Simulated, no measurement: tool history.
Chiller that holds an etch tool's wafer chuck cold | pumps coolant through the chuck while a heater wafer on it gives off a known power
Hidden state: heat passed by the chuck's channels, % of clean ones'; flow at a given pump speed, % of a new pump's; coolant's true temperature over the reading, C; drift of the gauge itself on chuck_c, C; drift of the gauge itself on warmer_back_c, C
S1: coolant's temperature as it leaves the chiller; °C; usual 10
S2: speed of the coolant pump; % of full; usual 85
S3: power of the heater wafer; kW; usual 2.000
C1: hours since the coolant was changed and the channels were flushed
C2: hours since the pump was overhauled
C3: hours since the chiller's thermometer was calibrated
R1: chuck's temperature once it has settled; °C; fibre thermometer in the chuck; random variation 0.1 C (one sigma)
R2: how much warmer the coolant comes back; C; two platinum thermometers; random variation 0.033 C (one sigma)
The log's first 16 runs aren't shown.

run 17 day=18.604 | S1=7 S2=76 S3=2.069 | C1=5080 C2=865 C3=1476 | R1=20.5 R2=5.26
run 18 day=19.550 | S1=7 S2=76 S3=2.069 | C1=5103 C2=887 C3=1499 | R1=20.5 R2=5.23
run 19 day=20.221 | S1=10 S2=87 S3=2.122 | C1=5119 C2=903 C3=1515 | R1=22.4 R2=4.70
run 20 day=21.662 | S1=1 S2=75 S3=1.351 | C1=5153 C2=938 C3=1549 | R1=9.9 R2=3.46
run 21 day=22.488 | S1=13 S2=72 S3=2.476 | C1=5173 C2=958 C3=1569 | R1=29.9 R2=6.59
run 22 day=23.229 | S1=13 S2=72 S3=2.476 | C1=5191 C2=976 C3=1587 | R1=30.0 R2=6.61
run 23 day=23.904 | S1=4 S2=80 S3=1.428 | C1=5207 C2=992 C3=1603 | R1=12.9 R2=3.41
run 24 day=25.146 | S1=4 S2=84 S3=1.428 | C1=5237 C2=1022 C3=1633 | R1=12.6 R2=3.24
run 25 day=26.596 | S1=4 S2=84 S3=1.428 | C1=5272 C2=1056 C3=1668 | R1=12.7 R2=3.22
run 26 day=27.862 | S1=14 S2=86 S3=2.500 | C1=5302 C2=1087 C3=1698 | R1=28.8 R2=5.59
run 27 day=28.888 | S1=14 S2=86 S3=2.500 | C1=5327 C2=1111 C3=1723 | R1=28.6 R2=5.59
run 28 day=30.479 | S1=19 S2=85 S3=2.762 | C1=5365 C2=1150 C3=1761 | R1=35.1 R2=6.24
run 29 day=31.133 | S1=10 S2=69 S3=1.341 | C1=5381 C2=1165 C3=1777 | R1=19.5 R2=3.66
run 30 day=32.179 | S1=9 S2=97 S3=2.000 | C1=5406 C2=1190 C3=1802 | R1=19.7 R2=4.01
run 31 day=32.904 | S1=15 S2=85 S3=1.268 | C1=5423 C2=1208 C3=1819 | R1=22.7 R2=2.86

Forecast each of these 4 alternatives for the next run:
run A day=34.208 | S1=12 S2=62 S3=2.931 | C1=5455 C2=1239 C3=1850 | R1=? R2=?
run B day=34.208 | S1=10 S2=85 S3=1.576 | C1=5455 C2=1239 C3=1850 | R1=? R2=?
run C day=34.208 | S1=10 S2=78 S3=2.000 | C1=5455 C2=1239 C3=1850 | R1=? R2=?
run D day=34.208 | S1=19 S2=85 S3=1.552 | C1=5455 C2=1239 C3=1850 | R1=? R2=?

run=A R1=34.4 R2=9.01
run=B R1=19.4 R2=3.50
run=C R1=22.6 R2=4.90
run=D R1=28.2 R2=3.49
Without the tool's hidden state the same runs would have given:
run=A R1=34.4 R2=9.01
run=B R1=19.4 R2=3.50
run=C R1=22.5 R2=4.90
run=D R1=28.2 R2=3.49
